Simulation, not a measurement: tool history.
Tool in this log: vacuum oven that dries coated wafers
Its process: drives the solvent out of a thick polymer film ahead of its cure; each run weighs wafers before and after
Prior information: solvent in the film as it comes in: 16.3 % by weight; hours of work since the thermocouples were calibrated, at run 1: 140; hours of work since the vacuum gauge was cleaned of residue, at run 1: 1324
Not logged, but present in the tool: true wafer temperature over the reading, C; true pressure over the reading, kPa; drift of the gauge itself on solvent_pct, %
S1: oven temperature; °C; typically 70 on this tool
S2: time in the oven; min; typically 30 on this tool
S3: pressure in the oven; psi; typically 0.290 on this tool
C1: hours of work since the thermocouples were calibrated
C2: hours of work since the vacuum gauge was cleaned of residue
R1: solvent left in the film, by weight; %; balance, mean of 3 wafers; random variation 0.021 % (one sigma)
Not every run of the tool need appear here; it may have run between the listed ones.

{"run": 1, "hour": 0.0, "S1": 70, "S2": 30, "S3": 0.29, "C1": 140, "C2": 1324, "R1": 1.97}
{"run": 2, "hour": 36.3, "S1": 70, "S2": 30, "S3": 0.29, "C1": 164, "C2": 1348, "R1": 2.0}
{"run": 3, "hour": 81.8, "S1": 70, "S2": 30, "S3": 0.29, "C1": 194, "C2": 1378, "R1": 1.98}
{"run": 4, "hour": 158.7, "S1": 70, "S2": 30, "S3": 0.29, "C1": 244, "C2": 1428, "R1": 2.01}
{"run": 5, "hour": 206.5, "S1": 70, "S2": 30, "S3": 0.29, "C1": 276, "C2": 1460, "R1": 1.98}
{"run": 6, "hour": 282.4, "S1": 70, "S2": 30, "S3": 0.29, "C1": 326, "C2": 1510, "R1": 2.0}
{"run": 7, "hour": 330.6, "S1": 70, "S2": 30, "S3": 0.29, "C1": 357, "C2": 1541, "R1": 2.0}
{"run": 8, "hour": 376.2, "S1": 70, "S2": 30, "S3": 0.29, "C1": 387, "C2": 1571, "R1": 2.03}
{"run": 9, "hour": 417.0, "S1": 70, "S2": 30, "S3": 0.29, "C1": 414, "C2": 1598, "R1": 2.0}
{"run": 10, "hour": 477.5, "S1": 70, "S2": 30, "S3": 0.29, "C1": 454, "C2": 1638, "R1": 2.04}
{"run": 11, "hour": 525.9, "S1": 70, "S2": 30, "S3": 0.29, "C1": 485, "C2": 1669, "R1": 2.02}
{"run": 12, "hour": 592.7, "S1": 70, "S2": 39, "S3": 0.29, "C1": 529, "C2": 1713, "R1": 1.45}
{"run": 13, "hour": 633.0, "S1": 70, "S2": 39, "S3": 0.29, "C1": 556, "C2": 1740, "R1": 1.44}
{"run": 14, "hour": 683.1, "S1": 70, "S2": 30, "S3": 0.29, "C1": 589, "C2": 1773, "R1": 2.05}
{"run": 15, "hour": 717.7, "S1": 68, "S2": 30, "S3": 0.29, "C1": 611, "C2": 1795, "R1": 2.5}
{"run": 16, "hour": 756.4, "S1": 68, "S2": 30, "S3": 0.29, "C1": 637, "C2": 1821, "R1": 2.49}
{"run": 17, "hour": 805.5, "S1": 68, "S2": 30, "S3": 0.29, "C1": 669, "C2": 1853, "R1": 2.5}
{"run": 18, "hour": 851.2, "S1": 68, "S2": 30, "S3": 0.29, "C1": 699, "C2": 1883, "R1": 2.51}
{"run": 19, "hour": 900.2, "S1": 70, "S2": 19, "S3": 0.173, "C1": 731, "C2": 1915, "R1": 3.57}
{"run": 20, "hour": 935.7, "S1": 74, "S2": 23, "S3": 0.271, "C1": 754, "C2": 1938, "R1": 2.03}
{"run": 21, "hour": 980.2, "S1": 74, "S2": 23, "S3": 0.271, "C1": 783, "C2": 1967, "R1": 2.06}
{"run": 22, "hour": 1015.9, "S1": 74, "S2": 23, "S3": 0.271, "C1": 807, "C2": 1991, "R1": 2.07}
{"run": 23, "hour": 1066.0, "S1": 72, "S2": 40, "S3": 0.783, "C1": 840, "C2": 2024, "R1": 2.26}
{"run": 24, "hour": 1125.3, "S1": 73, "S2": 44, "S3": 0.975, "C1": 879, "C2": 2063, "R1": 2.39}
{"run": 25, "hour": 1182.0, "S1": 73, "S2": 44, "S3": 0.975, "C1": 916, "C2": 2100, "R1": 2.41}
{"run": 26, "hour": 1258.1, "S1": 73, "S2": 44, "S3": 0.329, "C1": 966, "C2": 2150, "R1": 1.03}
{"run": 27, "hour": 1293.6, "S1": 73, "S2": 44, "S3": 0.329, "C1": 989, "C2": 2173, "R1": 1.1}
{"run": 28, "hour": 1355.1, "S1": 73, "S2": 44, "S3": 0.329, "C1": 1030, "C2": 2214, "R1": 1.05}
{"run": 29, "hour": 1394.2, "S1": 73, "S2": 44, "S3": 0.329, "C1": 1055, "C2": 2239, "R1": 1.05}

Forecast each of these 3 alternatives for the next run:
{"run": "A", "hour": 1469.7, "S1": 70, "S2": 28, "S3": 0.653, "C1": 1105, "C2": 2289, "R1": "?"}
{"run": "B", "hour": 1469.7, "S1": 85, "S2": 19, "S3": 0.181, "C1": 1105, "C2": 2289, "R1": "?"}
{"run": "C", "hour": 1469.7, "S1": 63, "S2": 44, "S3": 0.329, "C1": 1105, "C2": 2289, "R1": "?"}

run=A R1=3.21
run=B R1=0.79
run=C R1=2.65
With the hidden condition removed and each run's random variation left untouched, the same runs would have given:
run=A R1=2.93
run=B R1=0.67
run=C R1=2.35
